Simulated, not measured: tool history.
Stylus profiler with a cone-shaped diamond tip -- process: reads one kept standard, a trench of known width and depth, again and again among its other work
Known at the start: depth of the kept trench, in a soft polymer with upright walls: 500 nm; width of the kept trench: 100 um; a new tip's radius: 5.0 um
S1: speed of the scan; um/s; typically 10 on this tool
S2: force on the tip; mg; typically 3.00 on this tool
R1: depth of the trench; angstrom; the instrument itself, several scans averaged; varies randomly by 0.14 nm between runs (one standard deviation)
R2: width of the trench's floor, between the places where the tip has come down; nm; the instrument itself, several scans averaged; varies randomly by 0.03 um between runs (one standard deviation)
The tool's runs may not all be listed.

Run 1, day 0.000: usual settings. Result: R1 5053.0 angstrom, R2 93260 nm.
Run 2, day 0.758: usual settings. Result: R1 5052.1 angstrom, R2 93240 nm.
Run 3, day 1.304: usual settings. Result: R1 5049.6 angstrom, R2 93250 nm.
Run 4, day 1.888: usual settings. Result: R1 5051.7 angstrom, R2 93210 nm.
Run 5, day 2.200: usual settings. Result: R1 5051.6 angstrom, R2 93200 nm.
Run 6, day 2.696: usual settings. Result: R1 5053.8 angstrom, R2 93160 nm.
Run 7, day 3.083: usual settings but S2 1.04 mg. Result: R1 5017.1 angstrom, R2 93100 nm.
Run 8, day 3.754: usual settings but S2 1.66 mg. Result: R1 5032.4 angstrom, R2 93110 nm.
Run 9, day 4.412: usual settings but S2 1.66 mg. Result: R1 5028.2 angstrom, R2 93150 nm.
Run 10, day 4.738: usual settings but S2 1.66 mg. Result: R1 5029.1 angstrom, R2 93140 nm.
Run 11, day 5.171: usual settings but S2 1.66 mg. Result: R1 5030.0 angstrom, R2 93070 nm.
Run 12, day 5.800: usual settings but S2 1.66 mg. Result: R1 5029.1 angstrom, R2 93080 nm.
Run 13, day 6.450: usual settings. Result: R1 5052.7 angstrom, R2 93150 nm.
Run 14, day 7.058: usual settings. Result: R1 5050.0 angstrom, R2 93100 nm.
Run 15, day 7.462: usual settings. Result: R1 5048.8 angstrom, R2 93050 nm.
Run 16, day 8.175: usual settings. Result: R1 5051.7 angstrom, R2 93030 nm.
Run 17, day 8.775: usual settings but S1 3 um/s. Result: R1 5052.5 angstrom, R2 93100 nm.
Run 18, day 9.217: usual settings but S1 3 um/s. Result: R1 5046.2 angstrom, R2 93120 nm.
Run 19, day 9.908: usual settings but S1 3 um/s. Result: R1 5051.3 angstrom, R2 93040 nm.
Run 20, day 10.608: usual settings but S1 3 um/s. Result: R1 5051.1 angstrom, R2 93000 nm.
Run 21, day 11.017: usual settings but S1 3 um/s. Result: R1 5051.0 angstrom, R2 92980 nm.
Run 22, day 11.571: usual settings. Result: R1 5051.0 angstrom, R2 92960 nm.
Run 23, day 12.200: usual settings. Result: R1 5052.3 angstrom, R2 92960 nm.
Run 24, day 12.733: usual settings but S2 8.80 mg. Result: R1 5115.9 angstrom, R2 92980 nm.
Run 25, day 13.471: usual settings but S2 8.80 mg. Result: R1 5120.5 angstrom, R2 92990 nm.

What does the tool deliver on the next run?
Run 26, day 13.862: usual settings but S1 4 um/s, S2 8.80 mg. Result: R1 ?, R2 ?.

{"run 26": {"R1": 5120.7, "R2": 92930}}
Had the tool carried no hidden state, the very same run would have given R1 5136.1 angstrom, R2 95600 nm.
